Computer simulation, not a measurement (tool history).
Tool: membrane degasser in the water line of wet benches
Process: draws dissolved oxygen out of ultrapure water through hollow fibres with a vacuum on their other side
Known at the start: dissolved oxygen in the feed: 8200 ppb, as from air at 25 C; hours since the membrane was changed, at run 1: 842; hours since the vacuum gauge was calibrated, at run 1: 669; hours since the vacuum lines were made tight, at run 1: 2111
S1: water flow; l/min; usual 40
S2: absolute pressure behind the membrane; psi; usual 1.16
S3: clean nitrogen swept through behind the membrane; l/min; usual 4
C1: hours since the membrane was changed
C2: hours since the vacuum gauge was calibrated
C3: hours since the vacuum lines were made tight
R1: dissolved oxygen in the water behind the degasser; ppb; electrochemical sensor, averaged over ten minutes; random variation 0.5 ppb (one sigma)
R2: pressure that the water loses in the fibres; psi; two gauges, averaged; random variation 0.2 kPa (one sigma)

| run | day | S1 | S2 | S3 | C1 | C2 | C3 | R1 | R2 |
|---|---|---|---|---|---|---|---|---|---|
| 1 | 0 | 40 | 1.16 | 4 | 842 | 669 | 2111 | 114.8 | 6.409 |
| 2 | 2.067 | 40 | 1.16 | 4 | 891 | 718 | 2161 | 113.2 | 6.358 |
| 3 | 4.346 | 40 | 1.16 | 2.08 | 946 | 773 | 2216 | 204.8 | 6.406 |
| 4 | 6.571 | 40 | 1.16 | 2.08 | 999 | 827 | 2269 | 203.2 | 6.401 |
| 5 | 7.55 | 40 | 1.16 | 4 | 1023 | 850 | 2293 | 113.8 | 6.372 |
| 6 | 8.779 | 40 | 1.281 | 4 | 1053 | 880 | 2322 | 133.5 | 6.38 |
| 7 | 11.1 | 40 | 1.281 | 4 | 1108 | 935 | 2378 | 133.1 | 6.402 |
| 8 | 12.6 | 40 | 1.894 | 4 | 1144 | 971 | 2414 | 228.6 | 6.327 |
| 9 | 14.312 | 40 | 1.894 | 4 | 1185 | 1012 | 2455 | 229.9 | 6.322 |
| 10 | 15.475 | 35 | 1.894 | 4 | 1213 | 1040 | 2483 | 201.4 | 5.491 |
| 11 | 17.283 | 40 | 1.585 | 7.99 | 1257 | 1084 | 2526 | 95 | 6.311 |
| 12 | 19.192 | 31 | 2.672 | 3.64 | 1302 | 1129 | 2572 | 300.5 | 4.883 |
| 13 | 20.458 | 45 | 2.099 | 6.43 | 1333 | 1160 | 2602 | 191.4 | 7.091 |
| 14 | 21.7 | 45 | 2.099 | 6.43 | 1363 | 1190 | 2632 | 190 | 7.129 |
| 15 | 24.054 | 27 | 2.492 | 7.93 | 1419 | 1246 | 2689 | 116 | 4.253 |
| 16 | 25.996 | 27 | 2.492 | 7.93 | 1466 | 1293 | 2735 | 115.7 | 4.239 |
| 17 | 27.521 | 28 | 1.342 | 3.91 | 1502 | 1329 | 2772 | 103.1 | 4.38 |

Hidden state or all else? Some run-to-run changes of R2, split into what the settings, what came in and random variation would give without the hidden state, and what is left for the hidden state (with any gauge scatter that isn't in both results):
The hidden state here: membrane still open, %; true pressure behind the membrane over the reading, kPa; air that leaks in behind the membrane, l/min; drift of the gauge itself on oxygen_ppb, %; drift of the gauge itself on loss_of_pressure_kpa, %.
Run 12 -> 13: S1 31 -> 45, S2 2.672 -> 2.099, S3 3.64 -> 6.43. R2 +2.207 psi: hidden state -0.042, all else +2.25.
Run 14 -> 15: S1 45 -> 27, S2 2.099 -> 2.492, S3 6.43 -> 7.93. R2 -2.876 psi: hidden state +0.042, all else -2.918.
